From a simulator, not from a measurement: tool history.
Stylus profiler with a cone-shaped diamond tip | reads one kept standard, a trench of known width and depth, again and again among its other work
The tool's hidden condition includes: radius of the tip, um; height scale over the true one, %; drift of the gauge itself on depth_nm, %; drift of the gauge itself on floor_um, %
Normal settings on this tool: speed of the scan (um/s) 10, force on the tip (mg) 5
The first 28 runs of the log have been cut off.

| run | hour | speed of the scan (um/s) | force on the tip (mg) | scans with this tip | hours of work since the height scale was calibrated | depth of the trench (angstrom) | width of the trench's floor (nm) |
|---|---|---|---|---|---|---|---|
| 29 | 1452.4 | 3 | 2.99 | 8753 | 841 | 10097 | 14580 |
|  | 1515.1 | new tip fitted, height scale calibrated |
| 30 | 1518 | 3 | 2.99 | 21 | 2 | 10108 | 16570 |
| 31 | 1587.6 | 3 | 2.99 | 529 | 51 | 10106 | 16460 |
| 32 | 1644.7 | 35 | 3.23 | 947 | 91 | 10111 | 16210 |
| 33 | 1694.1 | 35 | 3.23 | 1308 | 126 | 10106.6 | 16010 |
| 34 | 1739.3 | 13 | 2.22 | 1638 | 157 | 10091.3 | 16030 |
| 35 | 1794.3 | 4 | 3.18 | 2040 | 196 | 10111 | 15960 |
| 36 | 1847.9 | 13 | 14.1 | 2431 | 234 | 10297.5 | 15880 |
| 37 | 1920.8 | 13 | 14.1 | 2964 | 285 | 10298 | 15690 |
| 38 | 1954.2 | 15 | 2.3 | 3208 | 308 | 10083.4 | 15600 |
| 39 | 2028 | 2 | 7.84 | 3747 | 360 | 10202.4 | 15590 |
| 40 | 2073.5 | 2 | 7.84 | 4080 | 392 | 10198.6 | 15480 |
| 41 | 2133.8 | 2 | 7.84 | 4520 | 435 | 10198.2 | 15360 |
| 42 | 2174.3 | 2 | 7.84 | 4817 | 463 | 10196.4 | 15330 |
| 43 | 2217.6 | 5 | 9.86 | 5133 | 493 | 10228.8 | 15240 |
| 44 | 2276.7 | 5 | 9.86 | 5565 | 535 | 10232.6 | 15150 |

4 options for the next run, each taken on its own from the tool as it stands now. Forecast them:
| A | 2349.3 | 10 | 3.64 | 6095 | 586 | ? | ? |
| B | 2349.3 | 16 | 9.86 | 6095 | 586 | ? | ? |
| C | 2349.3 | 8 | 9.7 | 6095 | 586 | ? | ? |
| D | 2349.3 | 4 | 11.95 | 6095 | 586 | ? | ? |

| run | depth of the trench (angstrom) | width of the trench's floor (nm) |
|---|---|---|
| A | 10110.8 | 15050 |
| B | 10231 | 15000 |
| C | 10224.8 | 15010 |
| D | 10265.2 | 15020 |
Stripped of hidden state, with their random variation kept, the same runs would have yielded:
| run | depth of the trench (angstrom) | width of the trench's floor (nm) |
|---|---|---|
| A | 10120.1 | 16540 |
| B | 10240.4 | 16480 |
| C | 10234.2 | 16490 |
| D | 10274.7 | 16500 |
